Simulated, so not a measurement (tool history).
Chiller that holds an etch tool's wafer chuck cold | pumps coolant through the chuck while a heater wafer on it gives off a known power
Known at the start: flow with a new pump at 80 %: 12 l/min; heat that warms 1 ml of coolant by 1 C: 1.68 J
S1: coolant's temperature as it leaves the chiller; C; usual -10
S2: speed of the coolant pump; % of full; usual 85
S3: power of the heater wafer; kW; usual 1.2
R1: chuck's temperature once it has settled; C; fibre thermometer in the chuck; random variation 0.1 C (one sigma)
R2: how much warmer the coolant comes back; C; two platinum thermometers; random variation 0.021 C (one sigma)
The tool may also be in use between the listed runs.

run,hour,S1,S2,S3,R1,R2
1,0,-10,85,1.2,-1.5,3.34
2,199.1,-10,85,1.2,-1.6,3.38
3,362.6,-10,85,1.2,-1.5,3.33
# hour 425.3: coolant pump overhauled
4,521.4,-10,85,1.2,-1.8,3.32
5,624.8,-10,71,1.2,-0.1,4.12
6,720.9,-10,90,1.2,-2.1,3.18
7,888.8,-10,68,1.2,0.2,4.37
8,1017.8,-10,68,1.2,0.2,4.31
9,1209.5,-10,85,1.2,-1.7,3.41
10,1403.2,-10,85,1.113,-2.2,3.15
11,1491,-14,85,1.113,-6.2,3.17
12,1622.2,-14,85,1.113,-6.3,3.16
# hour 1709.1: chiller's thermometer calibrated
13,1757.8,-10,61,1.071,0,4.42
14,1963.3,-18,95,1.6,-7.9,4.06

Run 15 comes next. What will it give?
15,2097.4,-4,76,1.6,?,?

{"run 15": {"R1": 8.3, "R2": 5.17}}
Without the tool's hidden state the same run would have given R1 8.2 C, R2 5.03 C.
